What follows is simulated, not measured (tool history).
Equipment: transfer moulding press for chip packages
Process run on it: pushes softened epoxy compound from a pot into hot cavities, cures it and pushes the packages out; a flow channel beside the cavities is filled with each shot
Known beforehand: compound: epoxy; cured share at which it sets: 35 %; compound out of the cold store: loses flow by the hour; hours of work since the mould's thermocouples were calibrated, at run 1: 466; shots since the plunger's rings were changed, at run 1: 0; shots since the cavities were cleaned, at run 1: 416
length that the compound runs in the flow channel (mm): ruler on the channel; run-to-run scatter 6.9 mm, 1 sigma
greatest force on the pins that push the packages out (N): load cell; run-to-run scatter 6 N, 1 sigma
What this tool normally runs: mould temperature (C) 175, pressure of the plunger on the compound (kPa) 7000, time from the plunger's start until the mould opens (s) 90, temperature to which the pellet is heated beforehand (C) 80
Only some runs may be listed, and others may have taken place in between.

run,day,mould temperature (C),pressure of the plunger on the compound (kPa),time from the plunger's start until the mould opens (s),temperature to which the pellet is heated beforehand (C),hours of work since the mould's thermocouples were calibrated,shots since the plunger's rings were changed,shots since the cavities were cleaned,incoming compound's hours out of the cold store,length that the compound runs in the flow channel (mm),greatest force on the pins that push the packages out (N)
1,0.000,175,7000,90,80,466,0,416,28.7,713,332
# day 1.204: cavities cleaned with cleaning compound and waxed
2,2.525,175,8200,90,80,507,830,445,23.9,774,334
# day 3.500: cavities cleaned with cleaning compound and waxed
3,5.292,175,7000,90,80,552,1741,603,41.9,626,373
# day 5.946: cavities cleaned with cleaning compound and waxed
4,7.988,175,7000,90,80,596,2630,689,35.1,649,378
# day 8.379: cavities cleaned with cleaning compound and waxed
# day 10.050: mould's thermocouples calibrated
# day 10.850: cavities cleaned with cleaning compound and waxed
5,10.912,175,7000,90,80,13,3545,21,36.8,627,221
6,13.012,175,7000,90,80,48,4254,730,9.5,732,398
# day 13.262: cavities cleaned with cleaning compound and waxed
# day 15.633: cavities cleaned with cleaning compound and waxed
7,15.942,175,7000,90,79,95,5198,103,37.4,602,243
# day 17.767: plunger's sealing rings changed
# day 18.092: cavities cleaned with cleaning compound and waxed
8,19.383,175,7000,90,79,149,524,436,39.0,663,335
# day 20.592: cavities cleaned with cleaning compound and waxed
9,22.017,175,7000,90,79,192,1391,481,25.6,714,362
# day 22.908: cavities cleaned with cleaning compound and waxed
# day 25.188: cavities cleaned with cleaning compound and waxed
10,25.196,175,7000,90,79,243,2420,2,43.6,610,220
# day 27.471: cavities cleaned with cleaning compound and waxed
11,28.654,175,7000,90,80,299,3565,399,36.1,638,319
# day 29.825: cavities cleaned with cleaning compound and waxed
# day 32.096: cavities cleaned with cleaning compound and waxed
12,32.308,175,7000,90,80,358,4754,71,26.6,648,255
# day 34.496: cavities cleaned with cleaning compound and waxed
13,35.212,175,7000,90,80,405,5713,243,45.0,571,285
# day 35.529: plunger's sealing rings changed
# day 37.050: cavities cleaned with cleaning compound and waxed
14,38.592,175,7000,90,80,458,1011,520,24.8,726,366
# day 39.475: cavities cleaned with cleaning compound and waxed
# day 41.979: cavities cleaned with cleaning compound and waxed
15,42.242,177,5250,90,80,517,2199,88,30.0,584,240
# day 44.417: cavities cleaned with cleaning compound and waxed
16,45.088,175,8480,129,80,563,3136,225,42.4,654,234
# day 46.696: cavities cleaned with cleaning compound and waxed
17,48.629,175,6350,115,80,621,4309,650,34.0,591,309
# day 49.125: mould's thermocouples calibrated
# day 49.188: cavities cleaned with cleaning compound and waxed
# day 51.500: cavities cleaned with cleaning compound and waxed
18,51.738,175,6350,115,80,41,5287,79,21.5,631,212

Run 19 has not been measured yet. What should we expect?
# day 53.517: plunger's sealing rings changed
# day 54.075: cavities cleaned with cleaning compound and waxed
19,55.288,175,6350,115,80,98,576,409,10.4,?,?

length that the compound runs in the flow channel (mm): 762
greatest force on the pins that push the packages out (N): 278
If the tool had no hidden condition, the same run with the same run-to-run variation would have returned length that the compound runs in the flow channel (mm) 771, greatest force on the pins that push the packages out (N) 191.

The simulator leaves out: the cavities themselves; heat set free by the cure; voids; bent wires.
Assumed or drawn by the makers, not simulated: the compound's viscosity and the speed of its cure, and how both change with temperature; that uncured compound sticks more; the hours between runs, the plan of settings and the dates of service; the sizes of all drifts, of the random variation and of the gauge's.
